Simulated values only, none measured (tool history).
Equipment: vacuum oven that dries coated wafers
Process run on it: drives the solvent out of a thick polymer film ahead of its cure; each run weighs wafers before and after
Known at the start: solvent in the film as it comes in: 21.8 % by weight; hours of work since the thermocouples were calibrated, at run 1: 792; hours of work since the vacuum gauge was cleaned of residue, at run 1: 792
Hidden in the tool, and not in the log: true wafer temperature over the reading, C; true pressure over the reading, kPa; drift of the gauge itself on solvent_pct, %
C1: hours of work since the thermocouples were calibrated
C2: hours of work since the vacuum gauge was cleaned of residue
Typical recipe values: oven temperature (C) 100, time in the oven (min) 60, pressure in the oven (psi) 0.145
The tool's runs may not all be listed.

run 1 day=0.000 | oven_temperature_(C)=100 time_in_the_oven_(min)=60 pressure_in_the_oven_(psi)=0.145 | C1=792 C2=792 | solvent_left_in_the_film_(%)=1.35
run 2 day=1.129 | oven_temperature_(C)=100 time_in_the_oven_(min)=60 pressure_in_the_oven_(psi)=0.145 | C1=810 C2=810 | solvent_left_in_the_film_(%)=1.41
run 3 day=2.358 | oven_temperature_(C)=114 time_in_the_oven_(min)=60 pressure_in_the_oven_(psi)=0.145 | C1=831 C2=831 | solvent_left_in_the_film_(%)=0.50
run 4 day=3.600 | oven_temperature_(C)=100 time_in_the_oven_(min)=60 pressure_in_the_oven_(psi)=0.145 | C1=851 C2=851 | solvent_left_in_the_film_(%)=1.39
run 5 day=4.804 | oven_temperature_(C)=100 time_in_the_oven_(min)=60 pressure_in_the_oven_(psi)=0.145 | C1=871 C2=871 | solvent_left_in_the_film_(%)=1.40
run 6 day=6.179 | oven_temperature_(C)=100 time_in_the_oven_(min)=60 pressure_in_the_oven_(psi)=0.145 | C1=893 C2=893 | solvent_left_in_the_film_(%)=1.38
run 7 day=7.417 | oven_temperature_(C)=100 time_in_the_oven_(min)=60 pressure_in_the_oven_(psi)=0.145 | C1=914 C2=914 | solvent_left_in_the_film_(%)=1.38
run 8 day=8.746 | oven_temperature_(C)=100 time_in_the_oven_(min)=60 pressure_in_the_oven_(psi)=0.145 | C1=935 C2=935 | solvent_left_in_the_film_(%)=1.42
run 9 day=9.392 | oven_temperature_(C)=100 time_in_the_oven_(min)=60 pressure_in_the_oven_(psi)=0.145 | C1=946 C2=946 | solvent_left_in_the_film_(%)=1.36
run 10 day=10.679 | oven_temperature_(C)=100 time_in_the_oven_(min)=60 pressure_in_the_oven_(psi)=0.145 | C1=967 C2=967 | solvent_left_in_the_film_(%)=1.38
run 11 day=11.946 | oven_temperature_(C)=114 time_in_the_oven_(min)=60 pressure_in_the_oven_(psi)=0.145 | C1=988 C2=988 | solvent_left_in_the_film_(%)=0.48
run 12 day=13.333 | oven_temperature_(C)=114 time_in_the_oven_(min)=60 pressure_in_the_oven_(psi)=0.145 | C1=1011 C2=1011 | solvent_left_in_the_film_(%)=0.54
run 13 day=14.733 | oven_temperature_(C)=114 time_in_the_oven_(min)=60 pressure_in_the_oven_(psi)=0.145 | C1=1034 C2=1034 | solvent_left_in_the_film_(%)=0.50
-- day=14.908 vacuum gauge cleaned of residue and calibrated
run 14 day=16.175 | oven_temperature_(C)=112 time_in_the_oven_(min)=60 pressure_in_the_oven_(psi)=0.145 | C1=1056 C2=21 | solvent_left_in_the_film_(%)=0.64
run 15 day=17.254 | oven_temperature_(C)=100 time_in_the_oven_(min)=60 pressure_in_the_oven_(psi)=0.088 | C1=1074 C2=38 | solvent_left_in_the_film_(%)=1.27
run 16 day=18.371 | oven_temperature_(C)=100 time_in_the_oven_(min)=62 pressure_in_the_oven_(psi)=0.088 | C1=1092 C2=57 | solvent_left_in_the_film_(%)=1.18
run 17 day=19.767 | oven_temperature_(C)=100 time_in_the_oven_(min)=62 pressure_in_the_oven_(psi)=0.088 | C1=1115 C2=80 | solvent_left_in_the_film_(%)=1.20
-- day=20.262 oven's thermocouples calibrated
run 18 day=20.783 | oven_temperature_(C)=100 time_in_the_oven_(min)=60 pressure_in_the_oven_(psi)=0.145 | C1=9 C2=95 | solvent_left_in_the_film_(%)=1.78
run 19 day=21.850 | oven_temperature_(C)=100 time_in_the_oven_(min)=60 pressure_in_the_oven_(psi)=0.512 | C1=26 C2=113 | solvent_left_in_the_film_(%)=3.22
run 20 day=22.625 | oven_temperature_(C)=114 time_in_the_oven_(min)=60 pressure_in_the_oven_(psi)=0.145 | C1=39 C2=125 | solvent_left_in_the_film_(%)=0.62
run 21 day=23.250 | oven_temperature_(C)=114 time_in_the_oven_(min)=60 pressure_in_the_oven_(psi)=0.145 | C1=49 C2=135 | solvent_left_in_the_film_(%)=0.62
-- day=23.383 vacuum gauge cleaned of residue and calibrated, once more
run 22 day=24.583 | oven_temperature_(C)=85 time_in_the_oven_(min)=60 pressure_in_the_oven_(psi)=0.120 | C1=70 C2=20 | solvent_left_in_the_film_(%)=5.05
run 23 day=25.546 | oven_temperature_(C)=100 time_in_the_oven_(min)=60 pressure_in_the_oven_(psi)=0.245 | C1=86 C2=35 | solvent_left_in_the_film_(%)=1.85
run 24 day=26.588 | oven_temperature_(C)=100 time_in_the_oven_(min)=42 pressure_in_the_oven_(psi)=0.284 | C1=103 C2=53 | solvent_left_in_the_film_(%)=3.24
run 25 day=27.492 | oven_temperature_(C)=93 time_in_the_oven_(min)=60 pressure_in_the_oven_(psi)=0.431 | C1=118 C2=67 | solvent_left_in_the_film_(%)=4.18
run 26 day=28.479 | oven_temperature_(C)=103 time_in_the_oven_(min)=70 pressure_in_the_oven_(psi)=0.467 | C1=134 C2=84 | solvent_left_in_the_film_(%)=1.99
run 27 day=29.600 | oven_temperature_(C)=106 time_in_the_oven_(min)=42 pressure_in_the_oven_(psi)=0.325 | C1=152 C2=102 | solvent_left_in_the_film_(%)=2.07
run 28 day=31.046 | oven_temperature_(C)=106 time_in_the_oven_(min)=42 pressure_in_the_oven_(psi)=0.325 | C1=176 C2=126 | solvent_left_in_the_film_(%)=2.08
run 29 day=31.708 | oven_temperature_(C)=86 time_in_the_oven_(min)=97 pressure_in_the_oven_(psi)=0.548 | C1=187 C2=136 | solvent_left_in_the_film_(%)=5.12
run 30 day=32.554 | oven_temperature_(C)=86 time_in_the_oven_(min)=97 pressure_in_the_oven_(psi)=0.548 | C1=201 C2=150 | solvent_left_in_the_film_(%)=5.15
run 31 day=33.575 | oven_temperature_(C)=86 time_in_the_oven_(min)=97 pressure_in_the_oven_(psi)=0.548 | C1=217 C2=167 | solvent_left_in_the_film_(%)=5.13
run 32 day=34.258 | oven_temperature_(C)=86 time_in_the_oven_(min)=97 pressure_in_the_oven_(psi)=0.548 | C1=228 C2=178 | solvent_left_in_the_film_(%)=5.08
run 33 day=35.300 | oven_temperature_(C)=88 time_in_the_oven_(min)=60 pressure_in_the_oven_(psi)=0.116 | C1=246 C2=195 | solvent_left_in_the_film_(%)=3.94
run 34 day=36.629 | oven_temperature_(C)=104 time_in_the_oven_(min)=60 pressure_in_the_oven_(psi)=0.470 | C1=267 C2=217 | solvent_left_in_the_film_(%)=2.11
run 35 day=37.750 | oven_temperature_(C)=104 time_in_the_oven_(min)=60 pressure_in_the_oven_(psi)=0.470 | C1=286 C2=236 | solvent_left_in_the_film_(%)=2.09
run 36 day=39.188 | oven_temperature_(C)=104 time_in_the_oven_(min)=60 pressure_in_the_oven_(psi)=0.470 | C1=309 C2=259 | solvent_left_in_the_film_(%)=2.14
run 37 day=40.612 | oven_temperature_(C)=104 time_in_the_oven_(min)=60 pressure_in_the_oven_(psi)=0.470 | C1=333 C2=282 | solvent_left_in_the_film_(%)=2.15
run 38 day=41.596 | oven_temperature_(C)=108 time_in_the_oven_(min)=37 pressure_in_the_oven_(psi)=0.380 | C1=349 C2=299 | solvent_left_in_the_film_(%)=2.24
run 39 day=42.762 | oven_temperature_(C)=108 time_in_the_oven_(min)=37 pressure_in_the_oven_(psi)=0.380 | C1=368 C2=318 | solvent_left_in_the_film_(%)=2.24

Predict each of these 4 candidate next runs independently; none follows another, all start after run 39:
run A day=44.088 | oven_temperature_(C)=97 time_in_the_oven_(min)=32 pressure_in_the_oven_(psi)=0.145 | C1=390 C2=340 | solvent_left_in_the_film_(%)=?
run B day=44.088 | oven_temperature_(C)=100 time_in_the_oven_(min)=69 pressure_in_the_oven_(psi)=0.145 | C1=390 C2=340 | solvent_left_in_the_film_(%)=?
run C day=44.088 | oven_temperature_(C)=100 time_in_the_oven_(min)=60 pressure_in_the_oven_(psi)=0.171 | C1=390 C2=340 | solvent_left_in_the_film_(%)=?
run D day=44.088 | oven_temperature_(C)=100 time_in_the_oven_(min)=52 pressure_in_the_oven_(psi)=0.145 | C1=390 C2=340 | solvent_left_in_the_film_(%)=?

run=A solvent_left_in_the_film_(%)=4.73
run=B solvent_left_in_the_film_(%)=1.14
run=C solvent_left_in_the_film_(%)=1.51
run=D solvent_left_in_the_film_(%)=1.78
Stripped of hidden state, with their random variation kept, the same runs would have yielded:
run=A solvent_left_in_the_film_(%)=5.06
run=B solvent_left_in_the_film_(%)=1.22
run=C solvent_left_in_the_film_(%)=1.64
run=D solvent_left_in_the_film_(%)=1.95
